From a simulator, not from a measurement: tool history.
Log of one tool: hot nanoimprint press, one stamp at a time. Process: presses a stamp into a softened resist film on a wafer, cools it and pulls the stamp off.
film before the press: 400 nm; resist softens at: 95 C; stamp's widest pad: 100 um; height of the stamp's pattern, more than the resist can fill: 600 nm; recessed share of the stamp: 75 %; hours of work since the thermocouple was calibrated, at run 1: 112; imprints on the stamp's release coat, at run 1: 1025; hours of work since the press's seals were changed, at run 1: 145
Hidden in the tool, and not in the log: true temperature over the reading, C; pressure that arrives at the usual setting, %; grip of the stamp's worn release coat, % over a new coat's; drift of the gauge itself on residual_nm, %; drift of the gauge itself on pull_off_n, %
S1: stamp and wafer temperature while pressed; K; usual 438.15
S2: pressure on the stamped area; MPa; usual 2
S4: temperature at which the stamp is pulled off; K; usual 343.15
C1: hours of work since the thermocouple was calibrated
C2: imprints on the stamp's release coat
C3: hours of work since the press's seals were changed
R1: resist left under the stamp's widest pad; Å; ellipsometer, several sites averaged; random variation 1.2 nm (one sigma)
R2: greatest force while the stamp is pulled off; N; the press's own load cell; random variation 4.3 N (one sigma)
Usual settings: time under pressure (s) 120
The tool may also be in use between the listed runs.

Run 1, hour 0: usual settings; C1 112; C2 1025; C3 145. Result: R1 1759 Å, R2 203 N.
Run 2, hour 21.6: usual settings; C1 128; C2 1142; C3 162. Result: R1 1774 Å, R2 220 N.
Run 3, hour 37.2: usual settings; C1 140; C2 1227; C3 174. Result: R1 1753 Å, R2 211 N.
Run 4, hour 56.2: usual settings; C1 155; C2 1331; C3 189. Result: R1 1760 Å, R2 215 N.
Run 5, hour 66.7: usual settings; C1 163; C2 1388; C3 197. Result: R1 1758 Å, R2 210 N.
Run 6, hour 89.1: usual settings; C1 180; C2 1510; C3 214. Result: R1 1753 Å, R2 213 N.
Run 7, hour 101.8: usual settings; C1 190; C2 1579; C3 224. Result: R1 1742 Å, R2 210 N.
Run 8, hour 122.6: usual settings; C1 206; C2 1692; C3 240. Result: R1 1764 Å, R2 209 N.
Run 9, hour 133.9: usual settings; C1 215; C2 1754; C3 249. Result: R1 1749 Å, R2 207 N.
Run 10, hour 144.9: usual settings; C1 224; C2 1814; C3 257. Result: R1 1730 Å, R2 204 N.
Run 11, hour 162.5: usual settings but S2 2.07 MPa, time under pressure (s) 236; C1 237; C2 1909; C3 271. Result: R1 1307 Å, R2 205 N.
Run 12, hour 172.5: usual settings but time under pressure (s) 225, S4 333.15 K; C1 245; C2 1964; C3 278. Result: R1 1349 Å, R2 254 N.
Run 13, hour 193.1: usual settings but S1 442.15 K, time under pressure (s) 101; C1 261; C2 2076; C3 294. Result: R1 1544 Å, R2 210 N.
At hour 197.9: plate thermocouple calibrated.
Run 14, hour 216.8: usual settings but S1 442.15 K, time under pressure (s) 101; C1 15; C2 2188; C3 310. Result: R1 1548 Å, R2 206 N.
At hour 232: stamp cleaned and given a new release coat.
Run 15, hour 237.5: usual settings but S1 442.15 K, time under pressure (s) 101; C1 26; C2 30; C3 321. Result: R1 1537 Å, R2 207 N.
Run 16, hour 250.5: usual settings but S1 432.15 K, time under pressure (s) 101, S4 333.15 K; C1 36; C2 100; C3 332. Result: R1 2491 Å, R2 250 N.
Run 17, hour 260.4: usual settings but S1 432.15 K, time under pressure (s) 101, S4 333.15 K; C1 44; C2 154; C3 339. Result: R1 2474 Å, R2 245 N.
Run 18, hour 282.5: usual settings but S1 439.15 K, S4 348.15 K; C1 61; C2 275; C3 356. Result: R1 1669 Å, R2 190 N.
Run 19, hour 297.9: usual settings but S1 439.15 K, S4 348.15 K; C1 73; C2 359; C3 368. Result: R1 1660 Å, R2 189 N.

4 ways to go on from here, each from the tool as it stands after run 19. What would each give?
Run A, hour 319.2: usual settings but S1 439.15 K, S2 2.61 MPa, time under pressure (s) 135, S4 348.15 K; C1 89; C2 474; C3 385. Result: R1 ?, R2 ?.
Run B, hour 319.2: usual settings but S2 1.29 MPa, time under pressure (s) 157, S4 333.15 K; C1 89; C2 474; C3 385. Result: R1 ?, R2 ?.
Run C, hour 319.2: usual settings but S1 439.15 K, S2 1.75 MPa, time under pressure (s) 218; C1 89; C2 474; C3 385. Result: R1 ?, R2 ?.
Run D, hour 319.2: usual settings but S1 429.15 K, S4 348.15 K; C1 89; C2 474; C3 385. Result: R1 ?, R2 ?.

run    R1   R2
  A  1405  192
  B  1896  250
  C  1403  210
  D  2669  186
Without the tool's hidden state the same runs would have given:
run    R1   R2
  A  1405  191
  B  1896  250
  C  1403  209
  D  2669  186
